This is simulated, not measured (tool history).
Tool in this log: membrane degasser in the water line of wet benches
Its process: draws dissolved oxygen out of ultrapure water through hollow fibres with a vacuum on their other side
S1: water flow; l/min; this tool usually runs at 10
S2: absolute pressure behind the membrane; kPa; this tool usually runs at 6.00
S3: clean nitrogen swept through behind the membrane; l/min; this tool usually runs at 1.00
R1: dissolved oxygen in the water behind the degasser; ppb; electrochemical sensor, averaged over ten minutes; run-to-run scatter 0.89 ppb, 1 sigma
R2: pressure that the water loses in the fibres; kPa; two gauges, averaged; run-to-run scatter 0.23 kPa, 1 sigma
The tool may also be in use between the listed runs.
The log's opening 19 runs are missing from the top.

run 20 hour=2371.2 | S1=10 S2=11.99 S3=1.48 | R1=158.6 R2=59.06
run 21 hour=2510.4 | S1=10 S2=11.55 S3=1.48 | R1=153.3 R2=59.38
run 22 hour=2642.6 | S1=14 S2=5.14 S3=2.47 | R1=78.6 R2=82.90
run 23 hour=2723.0 | S1=7 S2=6.00 S3=0.50 | R1=95.3 R2=41.29
run 24 hour=2819.8 | S1=10 S2=11.84 S3=1.46 | R1=157.3 R2=59.33
run 25 hour=2925.3 | S1=10 S2=11.84 S3=1.46 | R1=157.5 R2=59.18
run 26 hour=3028.1 | S1=10 S2=10.17 S3=1.00 | R1=181.8 R2=59.47
run 27 hour=3110.1 | S1=11 S2=6.00 S3=1.00 | R1=97.2 R2=65.40
run 28 hour=3201.6 | S1=14 S2=6.00 S3=1.00 | R1=139.2 R2=83.08
run 29 hour=3286.8 | S1=14 S2=6.00 S3=1.00 | R1=139.5 R2=83.40
run 30 hour=3423.7 | S1=14 S2=6.00 S3=1.00 | R1=143.4 R2=82.98
run 31 hour=3517.2 | S1=10 S2=5.15 S3=1.00 | R1=64.0 R2=59.77
run 32 hour=3694.8 | S1=10 S2=12.60 S3=1.00 | R1=236.7 R2=59.52

Below are 3 alternative next runs, each starting from the tool's condition after run 32. Predict each:
run A hour=3782.5 | S1=7 S2=10.25 S3=2.83 | R1=? R2=?
run B hour=3782.5 | S1=10 S2=9.88 S3=1.23 | R1=? R2=?
run C hour=3782.5 | S1=11 S2=11.67 S3=1.00 | R1=? R2=?

run=A R1=48.4 R2=41.49
run=B R1=143.4 R2=59.68
run=C R1=237.2 R2=65.63
What these runs would have given with no unlogged condition in the tool:
run=A R1=48.3 R2=40.67
run=B R1=143.2 R2=58.50
run=C R1=237.0 R2=64.34
